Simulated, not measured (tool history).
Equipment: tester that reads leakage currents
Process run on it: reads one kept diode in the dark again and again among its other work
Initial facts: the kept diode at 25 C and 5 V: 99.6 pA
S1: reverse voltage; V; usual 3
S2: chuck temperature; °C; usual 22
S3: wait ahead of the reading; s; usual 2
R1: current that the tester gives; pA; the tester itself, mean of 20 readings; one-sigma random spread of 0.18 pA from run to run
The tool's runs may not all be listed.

run,hour,S1,S2,S3,R1
1,0,3,22,2,54.19
2,35.4,3,22,2,54.26
3,87.2,3,22,2,54.25
4,148.2,3,22,2,53.9
5,181.2,13.86,22,2,116.91
6,208,13.86,22,2,116.71
7,262.8,13.86,22,2,118.07
8,305.6,3,22,4.57,53.28
9,353.6,2.56,22,2,49.38
10,417.4,7.22,22,2,83.72
11,452.5,7.22,22,2,83.3
12,495.5,7.22,22,2,82.88
13,534.6,3,33,2,143.04
14,571.7,1.47,22,2,37.11
15,598.5,4.17,22,2,62.67
16,627.8,4.17,22,2,62.56
17,662,4.17,22,2,62.56
18,715.1,4.17,22,2,62.73
19,763,4.17,22,2,62.17
20,791.1,3,22,1.25,52.95
21,853.4,3,22,1.25,52.79
22,889.4,3,53,1.25,744.7
23,918.6,3,44,0.3,362.7
24,944.9,1.85,32,0.3,102.84
25,991.1,2.74,22,2,50.02
26,1020.4,8.06,22,2,87.83
27,1082.2,8.06,22,2,87.49
28,1128.8,8.06,22,2,87.86
29,1174.5,8.06,22,2,87.11
30,1226.5,8.06,22,2,87.5
31,1266.3,8.06,22,2,87.81
32,1330.6,2.78,42,4.64,287.05
33,1387.5,1.12,31,2,70.41
34,1442.6,3,48,8.51,485.54
35,1499.6,15.07,44,8.51,774.45
36,1549.2,14.67,23,7.62,131.9
37,1609.4,14.67,23,7.62,131.54
38,1656.7,14.67,23,7.62,131.22
# hour 1668.8: chuck's temperature calibrated
39,1708.7,14.67,55,7.62,2174.94
40,1765.5,18.58,28,0.46,286.63
41,1809.1,1.86,21,2.85,45.14

3 options for the next run, each taken on its own from the tool as it stands now. Forecast them:
A,1870.3,7.92,55,0.6,?
B,1870.3,2.37,23,4.35,?
C,1870.3,8.51,22,2,?

run,R1
A,1595.97
B,61.11
C,110.07
What these runs would have given with no unlogged condition in the tool:
run,R1
A,1582.12
B,57.83
C,98.44
